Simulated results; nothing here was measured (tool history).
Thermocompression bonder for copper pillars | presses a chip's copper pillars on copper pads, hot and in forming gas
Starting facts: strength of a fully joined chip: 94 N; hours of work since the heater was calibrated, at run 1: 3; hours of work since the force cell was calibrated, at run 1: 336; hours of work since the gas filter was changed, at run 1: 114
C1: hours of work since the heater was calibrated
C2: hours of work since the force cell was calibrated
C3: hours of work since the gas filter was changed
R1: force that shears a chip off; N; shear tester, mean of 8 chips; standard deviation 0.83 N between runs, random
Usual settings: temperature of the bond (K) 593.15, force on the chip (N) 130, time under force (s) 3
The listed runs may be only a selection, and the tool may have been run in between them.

run 1 hour=0 | temperature_of_the_bond_(K)=593.15 force_on_the_chip_(N)=130 time_under_force_(s)=3 | C1=3 C2=336 C3=114 | R1=65.5
run 2 hour=12.6 | temperature_of_the_bond_(K)=593.15 force_on_the_chip_(N)=130 time_under_force_(s)=3 | C1=11 C2=344 C3=122 | R1=64.8
run 3 hour=34.7 | temperature_of_the_bond_(K)=593.15 force_on_the_chip_(N)=130 time_under_force_(s)=3 | C1=26 C2=359 C3=137 | R1=65.6
run 4 hour=52.7 | temperature_of_the_bond_(K)=593.15 force_on_the_chip_(N)=130 time_under_force_(s)=3 | C1=38 C2=371 C3=149 | R1=64.8
run 5 hour=77.7 | temperature_of_the_bond_(K)=593.15 force_on_the_chip_(N)=130 time_under_force_(s)=3 | C1=55 C2=388 C3=166 | R1=63.5
run 6 hour=101.3 | temperature_of_the_bond_(K)=593.15 force_on_the_chip_(N)=130 time_under_force_(s)=3 | C1=70 C2=403 C3=181 | R1=65.8
run 7 hour=122.9 | temperature_of_the_bond_(K)=569.15 force_on_the_chip_(N)=82 time_under_force_(s)=7 | C1=85 C2=418 C3=196 | R1=52.5
-- hour=127.1 heater calibrated with a thermocouple chip
-- hour=146.9 forming gas filter changed
run 8 hour=148.6 | temperature_of_the_bond_(K)=565.15 force_on_the_chip_(N)=101 time_under_force_(s)=3 | C1=14 C2=433 C3=1 | R1=44.4
run 9 hour=163.9 | temperature_of_the_bond_(K)=565.15 force_on_the_chip_(N)=101 time_under_force_(s)=3 | C1=24 C2=443 C3=11 | R1=42.8
-- hour=171.3 heater calibrated with a thermocouple chip, once more
run 10 hour=187.2 | temperature_of_the_bond_(K)=565.15 force_on_the_chip_(N)=101 time_under_force_(s)=3 | C1=11 C2=457 C3=25 | R1=44.1
run 11 hour=204 | temperature_of_the_bond_(K)=565.15 force_on_the_chip_(N)=101 time_under_force_(s)=3 | C1=22 C2=468 C3=37 | R1=44.9
run 12 hour=217.9 | temperature_of_the_bond_(K)=597.15 force_on_the_chip_(N)=130 time_under_force_(s)=3 | C1=31 C2=478 C3=46 | R1=67.9

Run by run, hidden condition taken away, random variation retained:
Unlogged tool condition in this case: true temperature of the bond over the reading, C; force that reaches the chip, % of what is set; oxide that the forming gas leaves, % of the face; drift of the gauge itself on shear_n, %.
run=1 R1=66.9
run=2 R1=66.4
run=3 R1=67.6
run=4 R1=66.9
run=5 R1=66
run=6 R1=68.7
run=7 R1=55.1
run=8 R1=44.4
run=9 R1=42.9
run=10 R1=43.8
run=11 R1=44.8
run=12 R1=68.3

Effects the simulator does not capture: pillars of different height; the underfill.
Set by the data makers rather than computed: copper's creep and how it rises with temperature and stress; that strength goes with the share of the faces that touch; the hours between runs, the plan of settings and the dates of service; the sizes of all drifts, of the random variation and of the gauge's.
